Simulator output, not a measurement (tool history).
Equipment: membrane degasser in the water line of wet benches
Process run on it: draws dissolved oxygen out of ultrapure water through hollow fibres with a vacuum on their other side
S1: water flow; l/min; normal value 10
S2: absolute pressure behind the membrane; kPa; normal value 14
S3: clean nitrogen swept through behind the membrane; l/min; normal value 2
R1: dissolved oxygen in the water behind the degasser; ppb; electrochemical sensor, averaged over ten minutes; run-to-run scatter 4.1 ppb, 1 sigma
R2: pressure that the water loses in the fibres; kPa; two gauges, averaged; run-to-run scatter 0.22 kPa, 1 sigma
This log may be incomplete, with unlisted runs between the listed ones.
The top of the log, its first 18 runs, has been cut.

{"run": 19, "hour": 1390.9, "S1": 12, "S2": 14, "S3": 2.32, "R1": 560.4, "R2": 63.68}
{"run": 20, "hour": 1441.7, "S1": 12, "S2": 14, "S3": 2.32, "R1": 548.4, "R2": 63.79}
{"run": 21, "hour": 1488.0, "S1": 10, "S2": 19.5, "S3": 5.56, "R1": 395, "R2": 53.23}
{"run": 22, "hour": 1589.3, "S1": 10, "S2": 19.5, "S3": 5.56, "R1": 408.6, "R2": 53.23}
{"run": 23, "hour": 1649.6, "S1": 8, "S2": 30.8, "S3": 3.53, "R1": 401.1, "R2": 42.62}
{"run": 24, "hour": 1706.1, "S1": 10, "S2": 28.6, "S3": 3.18, "R1": 530, "R2": 53.37}
{"run": 25, "hour": 1782.7, "S1": 10, "S2": 28.6, "S3": 3.18, "R1": 533.1, "R2": 53.36}
{"run": 26, "hour": 1891.7, "S1": 10, "S2": 8.9, "S3": 5.93, "R1": 359.1, "R2": 53.38}
{"run": 27, "hour": 1986.8, "S1": 8, "S2": 14, "S3": 0.81, "R1": 501.4, "R2": 42.71}
{"run": 28, "hour": 2087.9, "S1": 8, "S2": 14, "S3": 0.81, "R1": 494.9, "R2": 42.52}
{"hour": 2165.2, "done": "seals of the vacuum lines changed"}
{"run": 29, "hour": 2196.0, "S1": 12, "S2": 18, "S3": 4.44, "R1": 522.1, "R2": 64.72}
{"run": 30, "hour": 2247.6, "S1": 10, "S2": 26.6, "S3": 1.05, "R1": 807.2, "R2": 53.51}
{"run": 31, "hour": 2306.8, "S1": 7, "S2": 22.9, "S3": 2, "R1": 355.7, "R2": 37.81}
{"run": 32, "hour": 2419.2, "S1": 7, "S2": 22.9, "S3": 2, "R1": 350.6, "R2": 37.82}

3 ways to go on from here, each from the tool as it stands after run 32. What would each give?
{"run": "A", "hour": 2474.8, "S1": 9, "S2": 23.8, "S3": 0.83, "R1": "?", "R2": "?"}
{"run": "B", "hour": 2474.8, "S1": 8, "S2": 11.6, "S3": 1.61, "R1": "?", "R2": "?"}
{"run": "C", "hour": 2474.8, "S1": 7, "S2": 9, "S3": 3.83, "R1": "?", "R2": "?"}

run=A R1=753.5 R2=48.37
run=B R1=344.2 R2=43.06
run=C R1=218.8 R2=37.7
Without the tool's hidden state the same runs would have given:
run=A R1=711.3 R2=46.1
run=B R1=304.7 R2=41.04
run=C R1=186 R2=35.93
